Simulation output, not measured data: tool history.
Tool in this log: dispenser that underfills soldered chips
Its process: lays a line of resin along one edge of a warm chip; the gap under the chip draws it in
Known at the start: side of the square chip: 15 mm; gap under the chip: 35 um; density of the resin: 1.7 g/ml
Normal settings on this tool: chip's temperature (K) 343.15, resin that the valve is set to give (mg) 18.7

| run | hour | chip's temperature (K) | resin that the valve is set to give (mg) | time until the resin shows at the far edge (s) | resin that the valve gave (mg) |
|---|---|---|---|---|---|
| 1 | 0 | 343.15 | 18.7 | 151.4 | 18.5 |
|  | 3.7 | new syringe of resin |
| 2 | 10.9 | 343.15 | 18.7 | 140.2 | 18.47 |
|  | 16.1 | new syringe of resin |
| 3 | 22.5 | 343.15 | 18.7 | 137.9 | 18.4 |
|  | 29.2 | new syringe of resin |
| 4 | 32.8 | 350.15 | 18.7 | 93.4 | 18.42 |
|  | 40.3 | dispensing valve cleaned and set on the balance |
|  | 42.7 | new syringe of resin |
| 5 | 42.7 | 343.15 | 18.7 | 117.3 | 18.66 |
|  | 54.7 | new syringe of resin |
| 6 | 58.6 | 343.15 | 18.7 | 130.7 | 18.65 |
|  | 66.7 | new syringe of resin |
| 7 | 68 | 343.15 | 18.7 | 118.4 | 18.55 |
| 8 | 76.1 | 346.15 | 18.7 | 132.2 | 18.53 |
|  | 79.2 | new syringe of resin |
| 9 | 83.6 | 343.15 | 18.7 | 131.9 | 18.49 |
|  | 91.7 | new syringe of resin |
| 10 | 95.6 | 343.15 | 18.7 | 127.5 | 18.45 |
|  | 104.9 | new syringe of resin |
| 11 | 106.5 | 343.15 | 18.7 | 120.5 | 18.45 |
| 12 | 114.8 | 339.15 | 18.7 | 188.1 | 18.34 |
|  | 116.9 | new syringe of resin |
| 13 | 125.8 | 343.15 | 18.7 | 148.8 | 18.4 |
|  | 128.7 | new syringe of resin |
|  | 140.4 | dispensing valve cleaned and set on the balance |
|  | 141.7 | new syringe of resin |
| 14 | 142.4 | 330.15 | 18.7 | 220.4 | 18.6 |
|  | 154.2 | new syringe of resin |
| 15 | 154.2 | 330.15 | 18.7 | 220 | 18.61 |
|  | 167 | new syringe of resin |
| 16 | 169.3 | 330.15 | 18.7 | 229.8 | 18.54 |
|  | 179.3 | new syringe of resin |
| 17 | 179.3 | 330.15 | 18.7 | 219.7 | 18.52 |
|  | 191.5 | stage's temperature calibrated |
|  | 193.3 | new syringe of resin |
| 18 | 194.3 | 358.15 | 23.7 | 60.3 | 23.36 |
| 19 | 204.6 | 347.15 | 21.5 | 138.6 | 21.15 |
|  | 206.2 | new syringe of resin |
| 20 | 216.1 | 347.15 | 21.5 | 132.8 | 21.09 |
|  | 218.7 | new syringe of resin |
| 21 | 226.4 | 338.15 | 16.3 | 203.7 | 15.93 |
|  | 230.7 | new syringe of resin |
| 22 | 239.4 | 356.15 | 21.2 | 84.8 | 20.69 |
|  | 241.3 | dispensing valve cleaned and set on the balance |
|  | 243.6 | new syringe of resin |
| 23 | 251.2 | 347.15 | 19.3 | 125.8 | 19.29 |
|  | 256.4 | new syringe of resin |
| 24 | 261.6 | 338.15 | 19.5 | 178 | 19.45 |
|  | 268.8 | new syringe of resin |
| 25 | 268.8 | 336.15 | 18.7 | 170.4 | 18.64 |
| 26 | 276.1 | 329.15 | 22.9 | 293.2 | 22.68 |
|  | 281 | new syringe of resin |
| 27 | 291.9 | 329.15 | 22.9 | 315.4 | 22.65 |
|  | 293.3 | new syringe of resin |
| 28 | 302.5 | 329.15 | 17.5 | 323.4 | 17.24 |
|  | 305.1 | new syringe of resin |
| 29 | 314.3 | 329.15 | 17.5 | 324.8 | 17.25 |
|  | 317.4 | new syringe of resin |
|  | 329.8 | new syringe of resin |
| 30 | 330.4 | 335.15 | 17.1 | 183.3 | 16.77 |
| 31 | 338.6 | 336.15 | 16.2 | 228.9 | 15.81 |
|  | 340.8 | dispensing valve cleaned and set on the balance |
|  | 343.6 | new syringe of resin |
| 32 | 353.2 | 352.15 | 16.5 | 106.8 | 16.51 |
|  | 355.6 | new syringe of resin |
| 33 | 361 | 345.15 | 21.7 | 123.5 | 21.63 |

Table of differences, measured result less the result of that run with no hidden state. Run-to-run variation is the same in both. Gauge scatter possibly is not:
What the log doesn't record here: resin's viscosity, % of fresh resin's; dose that the valve gives, % of what is set; true chip temperature over the reading, C; drift of the gauge itself on fill_s, %; drift of the gauge itself on given_mg, %.
| run | time until the resin shows at the far edge (s) | resin that the valve gave (mg) |
|---|---|---|
| 1 | +30.4 | -0.2 |
| 2 | +21.2 | -0.24 |
| 3 | +17.7 | -0.29 |
| 4 | +6.1 | -0.34 |
| 5 | -4.7 | -0.03 |
| 6 | +7.9 | -0.1 |
| 7 | -2.6 | -0.15 |
| 8 | +25.5 | -0.17 |
| 9 | +11.8 | -0.21 |
| 10 | +7.3 | -0.25 |
| 11 | +0.7 | -0.29 |
| 12 | +41.3 | -0.34 |
| 13 | +28.9 | -0.39 |
| 14 | -11.9 | -0.04 |
| 15 | -9.8 | -0.09 |
| 16 | +4.2 | -0.15 |
| 17 | -10.8 | -0.19 |
| 18 | +2.9 | -0.32 |
| 19 | +40.9 | -0.35 |
| 20 | +34.5 | -0.4 |
| 21 | +43.6 | -0.34 |
| 22 | +19.1 | -0.5 |
| 23 | +25 | -0.02 |
| 24 | +24.8 | -0.07 |
| 25 | +3.1 | -0.1 |
| 26 | +60.2 | -0.15 |
| 27 | +85.2 | -0.24 |
| 28 | +77.6 | -0.22 |
| 29 | +79.6 | -0.26 |
| 30 | +3.1 | -0.31 |
| 31 | +51.5 | -0.33 |
| 32 | +24.7 | +0.02 |
| 33 | +16.4 | -0.01 |
